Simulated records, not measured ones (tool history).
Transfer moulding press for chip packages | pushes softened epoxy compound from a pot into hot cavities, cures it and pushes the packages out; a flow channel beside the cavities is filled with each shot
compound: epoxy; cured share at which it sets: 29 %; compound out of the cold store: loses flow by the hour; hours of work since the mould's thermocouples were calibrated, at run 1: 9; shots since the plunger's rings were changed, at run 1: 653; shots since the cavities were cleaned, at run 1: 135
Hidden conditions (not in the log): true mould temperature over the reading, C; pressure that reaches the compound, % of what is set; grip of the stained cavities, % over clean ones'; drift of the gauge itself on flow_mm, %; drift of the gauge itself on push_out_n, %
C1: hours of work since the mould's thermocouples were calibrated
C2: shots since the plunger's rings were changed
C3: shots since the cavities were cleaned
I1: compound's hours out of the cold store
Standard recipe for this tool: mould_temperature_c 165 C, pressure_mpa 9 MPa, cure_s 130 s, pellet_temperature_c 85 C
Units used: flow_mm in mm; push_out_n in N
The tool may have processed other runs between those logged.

Run 1, day 0: usual settings; C1 9; C2 653; C3 135; I1 22.4. Result: flow_mm 643 mm, push_out_n 492 N.
Run 2, day 0.462: usual settings; C1 14; C2 728; C3 210; I1 41.1. Result: flow_mm 561 mm, push_out_n 486 N.
Run 3, day 1.204: usual settings; C1 21; C2 849; C3 331; I1 24.8. Result: flow_mm 628 mm, push_out_n 547 N.
Run 4, day 1.875: usual settings; C1 28; C2 959; C3 441; I1 17.5. Result: flow_mm 662 mm, push_out_n 584 N.
Run 5, day 2.296: usual settings but pressure_mpa 7.02 MPa; C1 33; C2 1027; C3 509; I1 17.7. Result: flow_mm 587 mm, push_out_n 587 N.
At day 2.817: cavities cleaned with cleaning compound and waxed.
Run 6, day 3.179: usual settings but pressure_mpa 7.65 MPa; C1 41; C2 1161; C3 59; I1 45.3. Result: flow_mm 495 mm, push_out_n 437 N.
Run 7, day 3.954: usual settings but pressure_mpa 7.65 MPa; C1 49; C2 1287; C3 185; I1 22.4. Result: flow_mm 587 mm, push_out_n 504 N.
Run 8, day 4.825: usual settings; C1 59; C2 1429; C3 327; I1 46.7. Result: flow_mm 533 mm, push_out_n 497 N.
Run 9, day 5.188: usual settings but pellet_temperature_c 90 C; C1 62; C2 1488; C3 386; I1 39.3. Result: flow_mm 558 mm, push_out_n 537 N.
Run 10, day 5.996: usual settings but pressure_mpa 7.19 MPa, pellet_temperature_c 90 C; C1 71; C2 1619; C3 517; I1 24.2. Result: flow_mm 560 mm, push_out_n 599 N.
At day 6.471: cavities cleaned with cleaning compound and waxed.
Run 11, day 6.671: usual settings but mould_temperature_c 163 C; C1 77; C2 1719; C3 33; I1 23.9. Result: flow_mm 631 mm, push_out_n 477 N.
Run 12, day 7.196: usual settings but cure_s 149 s; C1 83; C2 1805; C3 119; I1 13.7. Result: flow_mm 670 mm, push_out_n 406 N.
Run 13, day 7.962: usual settings but pellet_temperature_c 76 C; C1 91; C2 1929; C3 243; I1 40.3. Result: flow_mm 554 mm, push_out_n 503 N.
Run 14, day 8.725: usual settings but pellet_temperature_c 76 C; C1 99; C2 2053; C3 367; I1 38.7. Result: flow_mm 557 mm, push_out_n 565 N.
Run 15, day 9.538: usual settings but cure_s 148 s, pellet_temperature_c 91 C; C1 107; C2 2186; C3 500; I1 8.2. Result: flow_mm 699 mm, push_out_n 522 N.
Run 16, day 9.933: usual settings but pressure_mpa 7.92 MPa, cure_s 168 s; C1 111; C2 2250; C3 564; I1 36.9. Result: flow_mm 528 mm, push_out_n 518 N.
At day 10.108: cavities cleaned with cleaning compound and waxed.
Run 17, day 10.646: usual settings but pressure_mpa 9.47 MPa; C1 118; C2 2356; C3 88; I1 9.2. Result: flow_mm 711 mm, push_out_n 477 N.
Run 18, day 11.25: usual settings but mould_temperature_c 158 C, pressure_mpa 9.47 MPa, cure_s 119 s; C1 125; C2 2454; C3 186; I1 34.8. Result: flow_mm 604 mm, push_out_n 836 N.
Run 19, day 11.846: usual settings but mould_temperature_c 158 C, pressure_mpa 9.47 MPa, cure_s 119 s; C1 131; C2 2551; C3 283; I1 10. Result: flow_mm 723 mm, push_out_n 1008 N.
Run 20, day 12.517: usual settings but mould_temperature_c 158 C, pressure_mpa 9.47 MPa, cure_s 119 s; C1 138; C2 2660; C3 392; I1 25.9. Result: flow_mm 647 mm, push_out_n 998 N.
Run 21, day 13.071: usual settings but mould_temperature_c 158 C, pressure_mpa 9.95 MPa, cure_s 114 s; C1 144; C2 2750; C3 482; I1 36.3. Result: flow_mm 610 mm, push_out_n 1066 N.
Run 22, day 13.621: usual settings but mould_temperature_c 159 C, pressure_mpa 7.7 MPa; C1 149; C2 2840; C3 572; I1 28.2. Result: flow_mm 567 mm, push_out_n 841 N.
At day 13.742: cavities cleaned with cleaning compound and waxed.
Run 23, day 14.317: usual settings but mould_temperature_c 159 C, pressure_mpa 7.7 MPa; C1 156; C2 2943; C3 93; I1 23.9. Result: flow_mm 584 mm, push_out_n 654 N.
At day 14.867: plunger's sealing rings changed.
Run 24, day 15.221: usual settings but pressure_mpa 7.9 MPa, pellet_temperature_c 83 C; C1 164; C2 57; C3 223; I1 31.4. Result: flow_mm 567 mm, push_out_n 499 N.
Run 25, day 15.625: usual settings but pressure_mpa 7 MPa, cure_s 160 s, pellet_temperature_c 83 C; C1 169; C2 123; C3 289; I1 25.9. Result: flow_mm 558 mm, push_out_n 467 N.
Run 26, day 16.083: usual settings but pressure_mpa 7 MPa, cure_s 160 s, pellet_temperature_c 83 C; C1 173; C2 198; C3 364; I1 25.7. Result: flow_mm 559 mm, push_out_n 456 N.
Run 27, day 16.954: usual settings but pressure_mpa 7 MPa, cure_s 160 s, pellet_temperature_c 83 C; C1 183; C2 339; C3 505; I1 27.5. Result: flow_mm 547 mm, push_out_n 501 N.
At day 17.458: cavities cleaned with cleaning compound and waxed.
Run 28, day 17.646: usual settings but pressure_mpa 7 MPa, cure_s 160 s, pellet_temperature_c 89 C; C1 189; C2 442; C3 31; I1 11.6. Result: flow_mm 617 mm, push_out_n 387 N.

Predict each of these 4 candidate next runs independently; none follows another, all start after run 28:
Run A, day 18.125: usual settings but pellet_temperature_c 93 C; C1 194; C2 520; C3 109; I1 14.8. Result: flow_mm ?, push_out_n ?.
Run B, day 18.125: usual settings but pressure_mpa 9.04 MPa, cure_s 160 s, pellet_temperature_c 89 C; C1 194; C2 520; C3 109; I1 27.4. Result: flow_mm ?, push_out_n ?.
Run C, day 18.125: usual settings but pressure_mpa 10.25 MPa, cure_s 114 s, pellet_temperature_c 90 C; C1 194; C2 520; C3 109; I1 26.5. Result: flow_mm ?, push_out_n ?.
Run D, day 18.125: usual settings but mould_temperature_c 158 C, pressure_mpa 9.36 MPa, cure_s 122 s, pellet_temperature_c 89 C; C1 194; C2 520; C3 109; I1 31.6. Result: flow_mm ?, push_out_n ?.

run  flow_mm  push_out_n
  A      680         479
  B      623         404
  C      668         551
  D      634         818
Without the tool's unlogged condition, the same runs would have read:
run  flow_mm  push_out_n
  A      685         426
  B      628         361
  C      674         487
  D      639         723
